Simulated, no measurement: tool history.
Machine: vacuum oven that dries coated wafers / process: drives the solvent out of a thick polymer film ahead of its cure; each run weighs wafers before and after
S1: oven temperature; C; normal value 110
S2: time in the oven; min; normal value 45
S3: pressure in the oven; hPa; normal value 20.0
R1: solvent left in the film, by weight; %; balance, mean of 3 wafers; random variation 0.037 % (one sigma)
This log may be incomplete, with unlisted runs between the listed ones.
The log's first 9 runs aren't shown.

run    hour   S1  S2    S3     R1
 10   541.7   95  45  20.0  10.69
 11   623.1  103  45  20.0   8.28
 12   688.5  103  45  31.8  10.25
 13   787.2  110  45  20.0   6.24
      798.0  -- oven's thermocouples calibrated
 14   863.1  110  45  20.0   6.12
 15   949.3  125  45  20.0   2.87
 16  1064.1  110  45  20.0   6.23
 17  1130.2  110  41  20.0   6.56
 18  1227.7  110  41  20.0   6.57
 19  1290.9  110  45  20.0   6.24
     1323.7  -- oven's thermocouples calibrated, once more
 20  1354.3  110  45  20.0   6.82
 21  1433.9  110  45  20.0   6.81
 22  1529.4  110  45  20.0   6.82
     1556.9  -- vacuum gauge cleaned of residue and calibrated
 23  1581.8  110  45  20.0   5.99
 24  1638.4  112  64  49.8   8.96
 25  1706.3  123  68  16.5   2.14

The next listed run, before its measurement:
 26  1782.8  96  35  20.0   ?

{"run 26": {"R1": 11.2}}
Had the tool carried no hidden state, the very same run would have given R1 11.22 %.
